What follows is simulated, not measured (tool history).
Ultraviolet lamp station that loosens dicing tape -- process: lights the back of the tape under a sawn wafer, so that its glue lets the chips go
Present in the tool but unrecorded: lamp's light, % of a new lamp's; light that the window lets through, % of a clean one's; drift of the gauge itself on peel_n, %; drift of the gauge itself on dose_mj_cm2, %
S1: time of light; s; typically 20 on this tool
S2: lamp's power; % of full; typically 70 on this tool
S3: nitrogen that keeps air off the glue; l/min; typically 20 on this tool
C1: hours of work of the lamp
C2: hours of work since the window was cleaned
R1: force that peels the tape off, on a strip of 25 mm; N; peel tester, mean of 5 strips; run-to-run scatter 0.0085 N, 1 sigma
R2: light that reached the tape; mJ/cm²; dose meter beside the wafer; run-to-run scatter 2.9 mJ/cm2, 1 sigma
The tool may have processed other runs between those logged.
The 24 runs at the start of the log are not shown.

{"run": 25, "hour": 861.4, "S1": 17, "S2": 95, "S3": 14, "C1": 1253, "C2": 149, "R1": 0.528, "R2": 379}
{"run": 26, "hour": 892.1, "S1": 20, "S2": 81, "S3": 9, "C1": 1273, "C2": 169, "R1": 0.643, "R2": 369}
{"run": 27, "hour": 932.6, "S1": 20, "S2": 81, "S3": 9, "C1": 1299, "C2": 195, "R1": 0.656, "R2": 364}
{"run": 28, "hour": 954.3, "S1": 20, "S2": 65, "S3": 20, "C1": 1313, "C2": 209, "R1": 0.73, "R2": 285}
{"run": 29, "hour": 989.1, "S1": 20, "S2": 65, "S3": 20, "C1": 1336, "C2": 232, "R1": 0.768, "R2": 279}
{"hour": 999.6, "done": "window cleaned of glue's vapour"}
{"run": 30, "hour": 1025.6, "S1": 15, "S2": 81, "S3": 14, "C1": 1359, "C2": 17, "R1": 0.738, "R2": 305}
{"run": 31, "hour": 1057.3, "S1": 15, "S2": 81, "S3": 14, "C1": 1379, "C2": 37, "R1": 0.789, "R2": 305}
{"run": 32, "hour": 1086.9, "S1": 21, "S2": 86, "S3": 14, "C1": 1398, "C2": 56, "R1": 0.357, "R2": 442}
{"run": 33, "hour": 1122.2, "S1": 26, "S2": 89, "S3": 14, "C1": 1421, "C2": 79, "R1": 0.216, "R2": 554}
{"run": 34, "hour": 1155.6, "S1": 26, "S2": 89, "S3": 14, "C1": 1443, "C2": 101, "R1": 0.23, "R2": 551}
{"run": 35, "hour": 1188.1, "S1": 26, "S2": 93, "S3": 14, "C1": 1464, "C2": 122, "R1": 0.213, "R2": 567}
{"run": 36, "hour": 1223.2, "S1": 16, "S2": 97, "S3": 34, "C1": 1486, "C2": 144, "R1": 0.428, "R2": 354}
{"run": 37, "hour": 1259.8, "S1": 14, "S2": 97, "S3": 19, "C1": 1510, "C2": 168, "R1": 0.695, "R2": 305}
{"run": 38, "hour": 1284.3, "S1": 12, "S2": 84, "S3": 8, "C1": 1526, "C2": 184, "R1": 1.424, "R2": 223}
{"run": 39, "hour": 1306.7, "S1": 12, "S2": 84, "S3": 8, "C1": 1540, "C2": 198, "R1": 1.383, "R2": 215}
{"run": 40, "hour": 1353.3, "S1": 10, "S2": 72, "S3": 7, "C1": 1570, "C2": 228, "R1": 2.06, "R2": 155}

4 ways to go on from here, each from the tool as it stands after run 40. What would each give?
{"hour": 1371.1, "done": "window cleaned of glue's vapour"}
{"run": "A", "hour": 1385.0, "S1": 20, "S2": 70, "S3": 7, "C1": 1590, "C2": 9, "R1": "?", "R2": "?"}
{"hour": 1371.1, "done": "window cleaned of glue's vapour"}
{"run": "B", "hour": 1385.0, "S1": 12, "S2": 70, "S3": 20, "C1": 1590, "C2": 9, "R1": "?", "R2": "?"}
{"hour": 1371.1, "done": "window cleaned of glue's vapour"}
{"run": "C", "hour": 1385.0, "S1": 26, "S2": 72, "S3": 32, "C1": 1590, "C2": 9, "R1": "?", "R2": "?"}
{"hour": 1371.1, "done": "window cleaned of glue's vapour"}
{"run": "D", "hour": 1385.0, "S1": 26, "S2": 98, "S3": 15, "C1": 1590, "C2": 9, "R1": "?", "R2": "?"}

run=A R1=0.772 R2=349
run=B R1=1.223 R2=216
run=C R1=0.237 R2=466
run=D R1=0.144 R2=635
The same runs, with their run-to-run variation unchanged, on a tool lacking any hidden condition would have given:
run=A R1=0.533 R2=430
run=B R1=0.92 R2=265
run=C R1=0.145 R2=575
run=D R1=0.086 R2=783
